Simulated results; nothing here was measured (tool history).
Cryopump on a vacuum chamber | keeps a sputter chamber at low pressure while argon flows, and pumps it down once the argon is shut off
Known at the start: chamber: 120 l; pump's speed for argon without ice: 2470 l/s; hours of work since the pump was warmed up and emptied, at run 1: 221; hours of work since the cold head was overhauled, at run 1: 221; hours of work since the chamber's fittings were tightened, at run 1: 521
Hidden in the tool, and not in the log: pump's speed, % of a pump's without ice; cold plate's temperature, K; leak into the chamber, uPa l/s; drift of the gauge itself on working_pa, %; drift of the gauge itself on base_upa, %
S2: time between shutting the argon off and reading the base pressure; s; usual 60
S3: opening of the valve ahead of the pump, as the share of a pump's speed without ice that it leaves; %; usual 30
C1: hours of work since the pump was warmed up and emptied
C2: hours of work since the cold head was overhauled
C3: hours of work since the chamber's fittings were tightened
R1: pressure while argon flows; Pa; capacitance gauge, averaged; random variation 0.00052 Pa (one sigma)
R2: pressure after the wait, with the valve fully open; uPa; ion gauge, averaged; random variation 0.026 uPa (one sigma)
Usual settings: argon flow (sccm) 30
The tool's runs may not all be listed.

{"run": 1, "day": 0.0, "argon flow (sccm)": 30, "S2": 60, "S3": 30, "C1": 221, "C2": 221, "C3": 521, "R1": 0.069, "R2": 1.85}
{"run": 2, "day": 1.971, "argon flow (sccm)": 30, "S2": 60, "S3": 30, "C1": 260, "C2": 260, "C3": 561, "R1": 0.0695, "R2": 1.89}
{"run": 3, "day": 3.996, "argon flow (sccm)": 30, "S2": 60, "S3": 30, "C1": 300, "C2": 300, "C3": 601, "R1": 0.0696, "R2": 1.96}
{"run": 4, "day": 5.412, "argon flow (sccm)": 30, "S2": 120, "S3": 30, "C1": 329, "C2": 329, "C3": 629, "R1": 0.0686, "R2": 1.51}
{"run": 5, "day": 7.017, "argon flow (sccm)": 24, "S2": 120, "S3": 30, "C1": 361, "C2": 361, "C3": 661, "R1": 0.0565, "R2": 1.57}
{"run": 6, "day": 9.567, "argon flow (sccm)": 30, "S2": 60, "S3": 30, "C1": 412, "C2": 412, "C3": 712, "R1": 0.0709, "R2": 2.09}
{"run": 7, "day": 11.088, "argon flow (sccm)": 30, "S2": 46, "S3": 30, "C1": 442, "C2": 442, "C3": 743, "R1": 0.07, "R2": 2.5}
{"run": 8, "day": 12.846, "argon flow (sccm)": 30, "S2": 46, "S3": 30, "C1": 477, "C2": 477, "C3": 778, "R1": 0.0706, "R2": 2.56}
{"run": 9, "day": 14.65, "argon flow (sccm)": 30, "S2": 60, "S3": 30, "C1": 513, "C2": 513, "C3": 814, "R1": 0.0713, "R2": 2.31}
{"run": 10, "day": 17.104, "argon flow (sccm)": 30, "S2": 160, "S3": 30, "C1": 562, "C2": 562, "C3": 863, "R1": 0.0719, "R2": 1.67}
{"run": 11, "day": 19.004, "argon flow (sccm)": 15, "S2": 60, "S3": 30, "C1": 600, "C2": 600, "C3": 901, "R1": 0.0351, "R2": 2.55}
{"run": 12, "day": 20.383, "argon flow (sccm)": 15, "S2": 60, "S3": 30, "C1": 628, "C2": 628, "C3": 928, "R1": 0.0357, "R2": 2.54}
{"run": 13, "day": 21.592, "argon flow (sccm)": 15, "S2": 60, "S3": 30, "C1": 652, "C2": 652, "C3": 953, "R1": 0.0357, "R2": 2.54}
{"run": 14, "day": 23.2, "argon flow (sccm)": 15, "S2": 60, "S3": 30, "C1": 684, "C2": 684, "C3": 985, "R1": 0.0368, "R2": 2.63}
{"run": 15, "day": 24.75, "argon flow (sccm)": 15, "S2": 60, "S3": 30, "C1": 715, "C2": 715, "C3": 1016, "R1": 0.0361, "R2": 2.7}
{"run": 16, "day": 26.033, "argon flow (sccm)": 15, "S2": 60, "S3": 30, "C1": 740, "C2": 740, "C3": 1041, "R1": 0.0366, "R2": 2.76}
{"run": 17, "day": 27.429, "argon flow (sccm)": 15, "S2": 60, "S3": 30, "C1": 768, "C2": 768, "C3": 1069, "R1": 0.0374, "R2": 2.89}
{"run": 18, "day": 29.792, "argon flow (sccm)": 30, "S2": 197, "S3": 15, "C1": 815, "C2": 815, "C3": 1116, "R1": 0.1423, "R2": 2.22}
{"run": 19, "day": 31.125, "argon flow (sccm)": 30, "S2": 144, "S3": 30, "C1": 842, "C2": 842, "C3": 1143, "R1": 0.0728, "R2": 2.34}
{"run": 20, "day": 33.7, "argon flow (sccm)": 30, "S2": 33, "S3": 46, "C1": 894, "C2": 894, "C3": 1194, "R1": 0.0503, "R2": 3.81}
{"day": 35.088, "done": "pump warmed up, emptied and cooled again"}
{"day": 35.85, "done": "leaking fittings of the chamber tightened, without venting"}
{"run": 21, "day": 36.196, "argon flow (sccm)": 37, "S2": 129, "S3": 25, "C1": 20, "C2": 937, "C3": 7, "R1": 0.1018, "R2": 0.61}
{"run": 22, "day": 38.321, "argon flow (sccm)": 24, "S2": 60, "S3": 46, "C1": 63, "C2": 980, "C3": 49, "R1": 0.0356, "R2": 1.21}
{"run": 23, "day": 41.058, "argon flow (sccm)": 33, "S2": 144, "S3": 19, "C1": 118, "C2": 1035, "C3": 104, "R1": 0.1192, "R2": 0.71}
{"run": 24, "day": 43.4, "argon flow (sccm)": 42, "S2": 67, "S3": 40, "C1": 164, "C2": 1081, "C3": 151, "R1": 0.0732, "R2": 1.29}
{"run": 25, "day": 45.888, "argon flow (sccm)": 30, "S2": 102, "S3": 29, "C1": 214, "C2": 1131, "C3": 200, "R1": 0.0724, "R2": 1}
{"run": 26, "day": 47.321, "argon flow (sccm)": 30, "S2": 102, "S3": 29, "C1": 243, "C2": 1160, "C3": 229, "R1": 0.0721, "R2": 1.04}

Run 27 comes next. What will it give?
{"run": 27, "day": 49.379, "argon flow (sccm)": 44, "S2": 213, "S3": 32, "C1": 284, "C2": 1201, "C3": 270, "R1": "?", "R2": "?"}

R1: 0.0964 Pa
R2: 0.81 uPa
Without the tool's hidden state the same run would have given R1 0.094 Pa, R2 0.41 uPa.

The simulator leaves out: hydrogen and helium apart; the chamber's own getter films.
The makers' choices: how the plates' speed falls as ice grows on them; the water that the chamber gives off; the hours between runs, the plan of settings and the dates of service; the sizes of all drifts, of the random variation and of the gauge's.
